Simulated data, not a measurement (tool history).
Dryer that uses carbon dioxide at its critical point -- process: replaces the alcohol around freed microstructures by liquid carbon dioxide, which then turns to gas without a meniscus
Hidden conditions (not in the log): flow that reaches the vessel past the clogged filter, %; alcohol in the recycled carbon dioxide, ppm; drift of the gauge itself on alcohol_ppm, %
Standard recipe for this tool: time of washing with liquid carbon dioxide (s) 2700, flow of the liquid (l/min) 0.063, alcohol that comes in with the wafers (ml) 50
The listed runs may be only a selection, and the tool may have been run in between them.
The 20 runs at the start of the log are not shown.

run,hour,time of washing with liquid carbon dioxide (s),flow of the liquid (l/min),alcohol that comes in with the wafers (ml),hours of work since the filter was changed,hours of work since the purifier's bed was changed,alcohol left in the vessel before it's heated (ppm by volume)
21,134.3,2040,0.063,74,106,143,2628
22,139.7,2700,0.063,61,109,145,637
23,149.3,2700,0.063,61,114,150,649
24,156,3480,0.0525,116,118,154,811
25,163.4,2580,0.0623,102,121,158,1425
26,169.1,1980,0.0464,44,124,161,4840
27,175.7,3420,0.0631,62,128,164,200
28,184.3,1980,0.0722,75,132,168,1806
29,190.9,2580,0.0397,50,136,172,3959
30,196.9,2580,0.0397,50,139,175,4028
31,205.3,1740,0.0487,39,143,179,5482
32,213,4080,0.0474,71,147,183,383
33,218.7,2700,0.0734,50,150,186,279
34,223.4,2220,0.1069,100,153,189,211
35,227.4,3540,0.0901,29,155,191,67

Run 36 comes next. What will it give?
36,233.5,3540,0.0901,29,158,194,?

Run 36 gave alcohol left in the vessel before it's heated (ppm by volume) 74.
Were there no unlogged condition in the tool, this run, its random variation unchanged, would have produced alcohol left in the vessel before it's heated (ppm by volume) 8.

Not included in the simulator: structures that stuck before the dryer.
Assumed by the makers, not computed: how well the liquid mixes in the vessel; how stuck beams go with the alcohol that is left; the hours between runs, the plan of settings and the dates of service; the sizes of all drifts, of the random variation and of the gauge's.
